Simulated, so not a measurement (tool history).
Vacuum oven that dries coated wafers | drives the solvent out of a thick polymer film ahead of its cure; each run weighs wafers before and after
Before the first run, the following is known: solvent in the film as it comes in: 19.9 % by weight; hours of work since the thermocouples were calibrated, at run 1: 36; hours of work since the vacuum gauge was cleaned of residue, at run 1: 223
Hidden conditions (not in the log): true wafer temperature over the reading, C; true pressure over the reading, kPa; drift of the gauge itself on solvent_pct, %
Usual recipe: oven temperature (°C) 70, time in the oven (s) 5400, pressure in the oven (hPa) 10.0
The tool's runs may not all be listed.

run,hour,oven temperature (°C),time in the oven (s),pressure in the oven (hPa),hours of work since the thermocouples were calibrated,hours of work since the vacuum gauge was cleaned of residue,solvent left in the film (%)
1,0.0,70,5400,10.0,36,223,1.71
2,18.1,70,5400,10.0,46,233,1.73
3,41.5,70,4500,10.0,58,245,2.24
4,59.1,70,4500,10.0,67,255,2.30
5,75.0,70,5400,5.6,76,263,1.46
6,97.7,58,5400,10.0,88,275,5.97
7,109.1,58,5400,10.0,94,281,6.05
8,128.8,58,5400,10.0,104,292,6.10
9,150.9,56,5400,10.0,116,303,6.94
10,165.7,70,5400,10.0,124,311,1.82
11,184.3,70,5400,10.0,134,321,1.71
12,206.8,70,5400,10.0,146,333,1.76
13,222.7,70,5400,10.0,154,341,1.77
14,237.8,70,5400,10.0,162,349,1.66
15,260.7,70,4020,10.0,174,362,2.78
16,276.9,70,4020,10.0,183,370,2.80
17,288.8,70,4020,10.0,189,376,2.76
18,307.9,70,4020,10.0,199,387,2.82
19,322.1,70,5400,10.0,207,394,1.76
20,342.6,70,5400,10.0,218,405,1.79
21,355.0,84,5400,10.0,224,412,0.45
22,371.9,84,5400,10.0,233,421,0.48
23,390.4,70,9000,10.0,243,430,0.89
24,400.0,70,9000,10.0,248,436,0.87
25,414.3,64,8820,10.0,256,443,1.80
26,435.3,64,8820,10.0,267,454,1.78
27,449.0,71,3480,12.2,274,462,3.33
28,469.7,66,9540,5.7,285,473,0.97
29,486.3,70,5400,12.9,294,481,1.90
30,496.7,70,5400,12.9,300,487,1.97
31,515.0,60,8460,5.5,309,497,2.70
32,530.0,62,3120,12.5,317,505,7.63
33,549.1,70,8880,12.4,328,515,0.97
34,572.3,70,5400,18.1,340,527,2.25
35,590.7,74,6300,5.1,350,537,0.61
36,610.6,84,3840,5.1,360,547,0.35
37,626.1,56,2820,5.1,368,556,10.26
38,643.5,70,6360,10.0,378,565,1.34
39,666.0,70,4500,29.2,390,577,3.46
40,685.6,70,4500,29.2,400,587,3.56
41,704.5,70,4500,29.2,410,597,3.52
42,724.7,83,5160,29.2,421,608,1.21
43,737.9,68,2700,8.8,428,615,5.65
44,753.8,60,3120,11.0,436,623,8.50
45,774.7,68,2820,5.5,447,634,5.26
46,790.3,67,8820,5.5,456,643,1.01

Consider 5 possible next runs. They are alternatives, not a sequence: every one starts from the tool as it was left by run 46. What does each give?
A,806.2,65,5400,10.0,464,651,?
B,806.2,84,4440,5.9,464,651,?
C,806.2,67,8820,15.9,464,651,?
D,806.2,77,2940,16.5,464,651,?
E,806.2,67,8820,15.9,464,651,?

run,solvent left in the film (%)
A,3.37
B,0.26
C,1.65
D,2.37
E,1.71
Had the tool no hidden state, the same runs would have come out as:
run,solvent left in the film (%)
A,3.19
B,0.20
C,1.51
D,2.25
E,1.56

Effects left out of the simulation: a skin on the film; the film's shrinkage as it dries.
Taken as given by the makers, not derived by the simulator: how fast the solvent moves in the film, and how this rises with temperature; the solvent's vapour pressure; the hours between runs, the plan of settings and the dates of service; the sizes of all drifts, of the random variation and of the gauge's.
